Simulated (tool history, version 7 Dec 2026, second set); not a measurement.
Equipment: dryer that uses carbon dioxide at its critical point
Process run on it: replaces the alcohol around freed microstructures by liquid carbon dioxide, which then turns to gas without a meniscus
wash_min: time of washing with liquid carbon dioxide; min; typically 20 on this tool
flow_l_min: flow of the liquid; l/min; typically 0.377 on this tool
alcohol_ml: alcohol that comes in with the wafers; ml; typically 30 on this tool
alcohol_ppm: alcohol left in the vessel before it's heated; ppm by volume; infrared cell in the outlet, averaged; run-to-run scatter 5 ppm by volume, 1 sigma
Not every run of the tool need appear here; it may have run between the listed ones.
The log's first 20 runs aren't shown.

run,hour,wash_min,flow_l_min,alcohol_ml,alcohol_ppm
21,195.9,20,0.331,30,173
22,203.4,20,0.331,30,178
23,213.7,22,0.623,94,30
24,226.6,26,0.540,94,37
25,237.8,20,0.401,47,101
26,243.2,27,0.304,26,64
27,252.9,27,0.304,26,79
28,259.8,12,0.304,26,1483
29,266.6,17,0.304,95,1669
30,278.8,30,0.514,26,33
31,290.2,30,0.514,26,36
32,296.2,31,0.377,29,38
33,304.3,31,0.377,29,38
34,317.4,17,0.377,20,169
# hour 322.5: inlet filter changed
35,331.3,17,0.377,20,80
36,343.0,17,0.377,20,89
37,352.4,17,0.377,20,79
38,362.5,17,0.377,58,175
39,374.4,17,0.377,58,187
40,381.0,26,0.565,30,33
41,386.8,18,0.313,30,198
42,396.8,18,0.415,30,68

Alternative continuations, all from the tool just after run 42; predict every row:
A,405.4,18,0.252,30,?
B,405.4,20,0.262,44,?
C,405.4,31,0.415,30,?
D,405.4,18,0.415,30,?
E,405.4,30,0.370,96,?

run,alcohol_ppm
A,518
B,417
C,36
D,60
E,46
With the hidden condition removed and each run's random variation left untouched, the same runs would have given:
run,alcohol_ppm
A,446
B,350
C,4
D,25
E,14
